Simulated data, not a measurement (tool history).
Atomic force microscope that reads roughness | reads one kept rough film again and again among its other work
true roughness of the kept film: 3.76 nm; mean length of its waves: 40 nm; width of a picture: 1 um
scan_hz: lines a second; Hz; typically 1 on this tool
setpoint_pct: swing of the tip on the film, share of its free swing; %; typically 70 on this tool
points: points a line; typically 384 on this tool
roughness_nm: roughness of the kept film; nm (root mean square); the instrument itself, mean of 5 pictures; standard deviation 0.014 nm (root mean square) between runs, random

{"run": 1, "hour": 0.0, "scan_hz": 1, "setpoint_pct": 70, "points": 384, "roughness_nm": 2.998}
{"run": 2, "hour": 37.9, "scan_hz": 1, "setpoint_pct": 70, "points": 384, "roughness_nm": 2.89}
{"hour": 69.6, "done": "new tip fitted"}
{"run": 3, "hour": 95.7, "scan_hz": 1, "setpoint_pct": 70, "points": 384, "roughness_nm": 3.185}
{"run": 4, "hour": 174.8, "scan_hz": 1, "setpoint_pct": 70, "points": 384, "roughness_nm": 2.952}
{"hour": 227.8, "done": "new tip fitted"}
{"run": 5, "hour": 247.4, "scan_hz": 1, "setpoint_pct": 70, "points": 384, "roughness_nm": 3.203}
{"run": 6, "hour": 294.2, "scan_hz": 1, "setpoint_pct": 70, "points": 384, "roughness_nm": 3.025}
{"run": 7, "hour": 338.5, "scan_hz": 1, "setpoint_pct": 70, "points": 384, "roughness_nm": 2.889}
{"hour": 384.8, "done": "new tip fitted"}
{"run": 8, "hour": 393.6, "scan_hz": 1, "setpoint_pct": 70, "points": 384, "roughness_nm": 3.207}
{"run": 9, "hour": 432.7, "scan_hz": 1, "setpoint_pct": 70, "points": 384, "roughness_nm": 3.074}
{"run": 10, "hour": 496.7, "scan_hz": 1, "setpoint_pct": 70, "points": 384, "roughness_nm": 2.889}
{"hour": 538.7, "done": "new tip fitted"}
{"run": 11, "hour": 570.3, "scan_hz": 1, "setpoint_pct": 70, "points": 384, "roughness_nm": 3.136}
{"run": 12, "hour": 628.7, "scan_hz": 1, "setpoint_pct": 70, "points": 384, "roughness_nm": 2.957}
{"run": 13, "hour": 670.7, "scan_hz": 1, "setpoint_pct": 70, "points": 442, "roughness_nm": 2.88}
{"hour": 694.7, "done": "new tip fitted"}
{"run": 14, "hour": 717.5, "scan_hz": 1, "setpoint_pct": 70, "points": 442, "roughness_nm": 3.15}
{"run": 15, "hour": 780.0, "scan_hz": 0.58, "setpoint_pct": 70, "points": 384, "roughness_nm": 3.005}
{"run": 16, "hour": 825.5, "scan_hz": 0.58, "setpoint_pct": 70, "points": 384, "roughness_nm": 2.877}
{"hour": 850.6, "done": "new tip fitted"}
{"run": 17, "hour": 893.8, "scan_hz": 0.58, "setpoint_pct": 70, "points": 384, "roughness_nm": 3.163}
{"run": 18, "hour": 929.4, "scan_hz": 1, "setpoint_pct": 70, "points": 384, "roughness_nm": 2.999}
{"run": 19, "hour": 985.0, "scan_hz": 1, "setpoint_pct": 70, "points": 384, "roughness_nm": 2.844}
{"hour": 1003.9, "done": "new tip fitted"}
{"run": 20, "hour": 1026.3, "scan_hz": 1, "setpoint_pct": 83, "points": 331, "roughness_nm": 3.026}
{"run": 21, "hour": 1066.8, "scan_hz": 3.22, "setpoint_pct": 70, "points": 915, "roughness_nm": 2.779}
{"run": 22, "hour": 1124.8, "scan_hz": 3.22, "setpoint_pct": 70, "points": 915, "roughness_nm": 2.628}
{"hour": 1161.0, "done": "new tip fitted"}
{"run": 23, "hour": 1200.2, "scan_hz": 1.45, "setpoint_pct": 71, "points": 331, "roughness_nm": 3.011}
{"run": 24, "hour": 1245.0, "scan_hz": 1.45, "setpoint_pct": 71, "points": 331, "roughness_nm": 2.888}
{"hour": 1314.7, "done": "new tip fitted"}
{"run": 25, "hour": 1314.7, "scan_hz": 1.45, "setpoint_pct": 71, "points": 331, "roughness_nm": 3.175}
{"run": 26, "hour": 1367.9, "scan_hz": 1.45, "setpoint_pct": 71, "points": 485, "roughness_nm": 2.973}
{"run": 27, "hour": 1448.5, "scan_hz": 1, "setpoint_pct": 62, "points": 373, "roughness_nm": 2.896}
{"hour": 1468.9, "done": "new tip fitted"}
{"run": 28, "hour": 1526.3, "scan_hz": 1, "setpoint_pct": 88, "points": 675, "roughness_nm": 2.856}
{"run": 29, "hour": 1594.9, "scan_hz": 1.34, "setpoint_pct": 88, "points": 675, "roughness_nm": 2.586}
{"hour": 1626.9, "done": "new tip fitted"}
{"run": 30, "hour": 1658.2, "scan_hz": 0.7, "setpoint_pct": 70, "points": 538, "roughness_nm": 3.182}
{"run": 31, "hour": 1706.6, "scan_hz": 1, "setpoint_pct": 64, "points": 363, "roughness_nm": 3.012}
{"run": 32, "hour": 1749.0, "scan_hz": 2.55, "setpoint_pct": 61, "points": 739, "roughness_nm": 2.811}
{"hour": 1783.9, "done": "new tip fitted"}
{"run": 33, "hour": 1801.1, "scan_hz": 2.55, "setpoint_pct": 89, "points": 328, "roughness_nm": 2.527}
{"run": 34, "hour": 1849.7, "scan_hz": 2.55, "setpoint_pct": 89, "points": 328, "roughness_nm": 2.386}
{"hour": 1864.4, "done": "height scale calibrated on a step standard"}
{"run": 35, "hour": 1920.0, "scan_hz": 1.8, "setpoint_pct": 89, "points": 328, "roughness_nm": 2.434}
{"hour": 1940.1, "done": "new tip fitted"}
{"run": 36, "hour": 1978.8, "scan_hz": 2.44, "setpoint_pct": 55, "points": 384, "roughness_nm": 3.129}
{"run": 37, "hour": 2038.5, "scan_hz": 2.44, "setpoint_pct": 55, "points": 384, "roughness_nm": 2.97}
{"run": 38, "hour": 2082.5, "scan_hz": 0.95, "setpoint_pct": 70, "points": 291, "roughness_nm": 2.833}

5 ways to go on from here, each from the tool as it stands after run 38. What would each give?
{"hour": 2097.3, "done": "new tip fitted"}
{"run": "A", "hour": 2136.3, "scan_hz": 1.96, "setpoint_pct": 79, "points": 461, "roughness_nm": "?"}
{"hour": 2097.3, "done": "new tip fitted"}
{"run": "B", "hour": 2136.3, "scan_hz": 1.12, "setpoint_pct": 70, "points": 291, "roughness_nm": "?"}
{"hour": 2097.3, "done": "new tip fitted"}
{"run": "C", "hour": 2136.3, "scan_hz": 0.95, "setpoint_pct": 61, "points": 278, "roughness_nm": "?"}
{"hour": 2097.3, "done": "new tip fitted"}
{"run": "D", "hour": 2136.3, "scan_hz": 0.64, "setpoint_pct": 60, "points": 384, "roughness_nm": "?"}
{"hour": 2097.3, "done": "new tip fitted"}
{"run": "E", "hour": 2136.3, "scan_hz": 3.23, "setpoint_pct": 81, "points": 290, "roughness_nm": "?"}

run=A roughness_nm=2.856
run=B roughness_nm=3.098
run=C roughness_nm=3.179
run=D roughness_nm=3.215
run=E roughness_nm=2.575
Stripped of hidden state, with their random variation kept, the same runs would have yielded:
run=A roughness_nm=2.973
run=B roughness_nm=3.225
run=C roughness_nm=3.309
run=D roughness_nm=3.347
run=E roughness_nm=2.68
